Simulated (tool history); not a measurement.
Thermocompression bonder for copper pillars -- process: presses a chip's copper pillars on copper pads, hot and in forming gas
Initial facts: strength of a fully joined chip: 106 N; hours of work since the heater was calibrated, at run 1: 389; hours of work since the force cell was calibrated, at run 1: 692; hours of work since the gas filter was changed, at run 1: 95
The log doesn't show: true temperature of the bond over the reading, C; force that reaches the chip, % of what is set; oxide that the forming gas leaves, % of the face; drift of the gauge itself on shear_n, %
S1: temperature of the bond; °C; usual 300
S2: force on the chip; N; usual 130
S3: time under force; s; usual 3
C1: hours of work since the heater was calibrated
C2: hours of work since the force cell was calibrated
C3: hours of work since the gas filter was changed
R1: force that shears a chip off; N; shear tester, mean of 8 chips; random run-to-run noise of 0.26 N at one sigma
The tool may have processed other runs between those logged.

run 1 hour=0 | S1=300 S2=130 S3=3 | C1=389 C2=692 C3=95 | R1=40.1
run 2 hour=36.1 | S1=300 S2=130 S3=3 | C1=416 C2=719 C3=122 | R1=39.5
run 3 hour=57.7 | S1=300 S2=130 S3=3 | C1=432 C2=735 C3=138 | R1=39
run 4 hour=90.2 | S1=300 S2=130 S3=3 | C1=456 C2=759 C3=162 | R1=38.7
-- hour=125.6 forming gas filter changed
run 5 hour=128.3 | S1=300 S2=130 S3=3 | C1=484 C2=787 C3=2 | R1=42.8
run 6 hour=157.8 | S1=300 S2=130 S3=3 | C1=506 C2=809 C3=24 | R1=42.2
run 7 hour=185.6 | S1=279 S2=130 S3=3 | C1=527 C2=830 C3=45 | R1=31.4
run 8 hour=214 | S1=300 S2=130 S3=3 | C1=548 C2=851 C3=66 | R1=41.5
run 9 hour=248.6 | S1=301 S2=130 S3=3 | C1=574 C2=877 C3=92 | R1=42.7
-- hour=273.4 heater calibrated with a thermocouple chip
run 10 hour=287.7 | S1=315 S2=130 S3=3 | C1=11 C2=905 C3=119 | R1=43.1
run 11 hour=312.3 | S1=315 S2=130 S3=3 | C1=29 C2=923 C3=138 | R1=42.2
run 12 hour=343.6 | S1=300 S2=130 S3=3 | C1=52 C2=946 C3=161 | R1=34.3
run 13 hour=374.7 | S1=300 S2=130 S3=3 | C1=75 C2=969 C3=184 | R1=34.7
-- hour=380.1 forming gas filter changed
run 14 hour=398.9 | S1=300 S2=130 S3=3 | C1=93 C2=987 C3=14 | R1=37.4
run 15 hour=433.7 | S1=300 S2=130 S3=3 | C1=119 C2=1013 C3=40 | R1=37.4
run 16 hour=457.3 | S1=306 S2=130 S3=3 | C1=137 C2=1030 C3=57 | R1=40.3
run 17 hour=495.5 | S1=300 S2=130 S3=3 | C1=165 C2=1059 C3=86 | R1=37.3
run 18 hour=522.7 | S1=300 S2=130 S3=3 | C1=185 C2=1079 C3=106 | R1=36.4
run 19 hour=557.2 | S1=300 S2=130 S3=3 | C1=211 C2=1105 C3=132 | R1=36.4
run 20 hour=593.3 | S1=300 S2=130 S3=3 | C1=238 C2=1132 C3=159 | R1=35.9
run 21 hour=617.9 | S1=291 S2=130 S3=2 | C1=256 C2=1150 C3=177 | R1=26.5
-- hour=634.6 forming gas filter changed
run 22 hour=652.9 | S1=309 S2=130 S3=2 | C1=282 C2=1176 C3=14 | R1=37.8
run 23 hour=681.7 | S1=321 S2=130 S3=3 | C1=303 C2=1197 C3=35 | R1=51.2
run 24 hour=713.6 | S1=294 S2=130 S3=3 | C1=327 C2=1221 C3=59 | R1=35.4
run 25 hour=732.6 | S1=294 S2=130 S3=3 | C1=341 C2=1235 C3=73 | R1=35.5
run 26 hour=750.7 | S1=311 S2=130 S3=3 | C1=355 C2=1249 C3=86 | R1=44.7
run 27 hour=786 | S1=311 S2=130 S3=3 | C1=381 C2=1275 C3=113 | R1=43.9
run 28 hour=818.2 | S1=311 S2=130 S3=3 | C1=405 C2=1299 C3=137 | R1=43.7
-- hour=822.2 force cell calibrated
run 29 hour=850.5 | S1=283 S2=110 S3=4 | C1=428 C2=21 C3=160 | R1=29.6
-- hour=888.6 forming gas filter changed
run 30 hour=890.9 | S1=298 S2=130 S3=2 | C1=458 C2=51 C3=2 | R1=33.4
run 31 hour=932.8 | S1=298 S2=130 S3=2 | C1=489 C2=82 C3=33 | R1=33.4
run 32 hour=965.2 | S1=300 S2=194 S3=9 | C1=513 C2=106 C3=57 | R1=68
run 33 hour=983.2 | S1=302 S2=79 S3=3 | C1=526 C2=119 C3=70 | R1=31.8
run 34 hour=1007.7 | S1=302 S2=79 S3=3 | C1=545 C2=138 C3=89 | R1=31.8
-- hour=1015 force cell calibrated, once more
run 35 hour=1050.5 | S1=282 S2=130 S3=3 | C1=575 C2=26 C3=119 | R1=32.1
-- hour=1072 heater calibrated with a thermocouple chip
run 36 hour=1072 | S1=316 S2=78 S3=7 | C1=0 C2=41 C3=134 | R1=47.3
run 37 hour=1096.7 | S1=316 S2=78 S3=7 | C1=18 C2=59 C3=152 | R1=46.6
run 38 hour=1115.7 | S1=316 S2=78 S3=7 | C1=32 C2=73 C3=166 | R1=45.7
-- hour=1145.1 forming gas filter changed
run 39 hour=1150.6 | S1=301 S2=82 S3=3 | C1=58 C2=99 C3=4 | R1=30.8
run 40 hour=1174.1 | S1=322 S2=89 S3=5 | C1=76 C2=117 C3=22 | R1=51.4

Each row is a separate what-if for the run after 40, all from the same tool condition, not one after another. Results?
run A hour=1212.1 | S1=300 S2=110 S3=3 | C1=104 C2=145 C3=50 | R1=?
run B hour=1212.1 | S1=279 S2=130 S3=3 | C1=104 C2=145 C3=50 | R1=?
run C hour=1212.1 | S1=300 S2=87 S3=5 | C1=104 C2=145 C3=50 | R1=?

run=A R1=34.6
run=B R1=27.5
run=C R1=38.1
Stripped of hidden state, with their random variation kept, the same runs would have yielded:
run=A R1=35.2
run=B R1=28
run=C R1=38.8
